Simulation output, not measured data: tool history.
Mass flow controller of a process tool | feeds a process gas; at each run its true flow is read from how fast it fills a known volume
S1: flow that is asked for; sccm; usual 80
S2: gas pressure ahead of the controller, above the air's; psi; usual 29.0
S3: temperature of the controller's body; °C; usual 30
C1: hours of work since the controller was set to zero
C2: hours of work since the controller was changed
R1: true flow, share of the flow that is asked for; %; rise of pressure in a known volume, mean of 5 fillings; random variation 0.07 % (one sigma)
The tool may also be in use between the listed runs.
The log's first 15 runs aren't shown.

run	hour	S1	S2	S3	C1	C2	R1
16	1192.7	80	29.0	31	2330	2330	98.58
17	1265.1	80	29.0	30	2375	2375	98.56
18	1316.5	80	29.0	30	2406	2406	98.56
19	1391.6	80	24.5	30	2453	2453	98.62
20	1470.2	80	24.5	30	2502	2502	98.44
21	1542.6	80	24.5	30	2547	2547	98.42
22	1597.5	80	24.5	30	2581	2581	98.42
23	1648.1	80	24.5	30	2612	2612	98.36
24	1726.7	80	24.5	30	2661	2661	98.38
25	1799.2	187	27.1	38	2706	2706	99.77
26	1909.4	187	27.1	38	2774	2774	99.72
27	2004.3	187	27.1	38	2833	2833	99.75
28	2050.9	187	27.1	38	2861	2861	99.77
29	2140.4	89	38.1	21	2917	2917	99.08
# hour 2151.1: controller's zero set anew
30	2245.7	62	29.3	26	59	2982	97.63
31	2337.2	42	33.5	24	115	3039	96.62
32	2396.6	80	20.5	37	152	3075	97.52
# hour 2445.2: controller's zero set anew, once more
33	2448.3	59	24.1	30	2	3107	98.76
34	2536.1	59	24.1	30	56	3161	98.99
35	2606.7	59	24.1	30	100	3205	98.75
36	2710.4	59	24.1	30	164	3269	98.84
37	2789.9	83	40.0	29	214	3319	99.41
38	2849.6	48	36.3	36	250	3356	98.73
39	2934.9	80	23.6	26	303	3408	99.04
40	3006.1	80	23.6	26	347	3453	99.24

Run 41 comes next. What will it give?
41	3080.7	80	23.6	26	394	3499	?

R1: 99.08 %
Without the tool's hidden state the same run would have given R1 98.70 %.
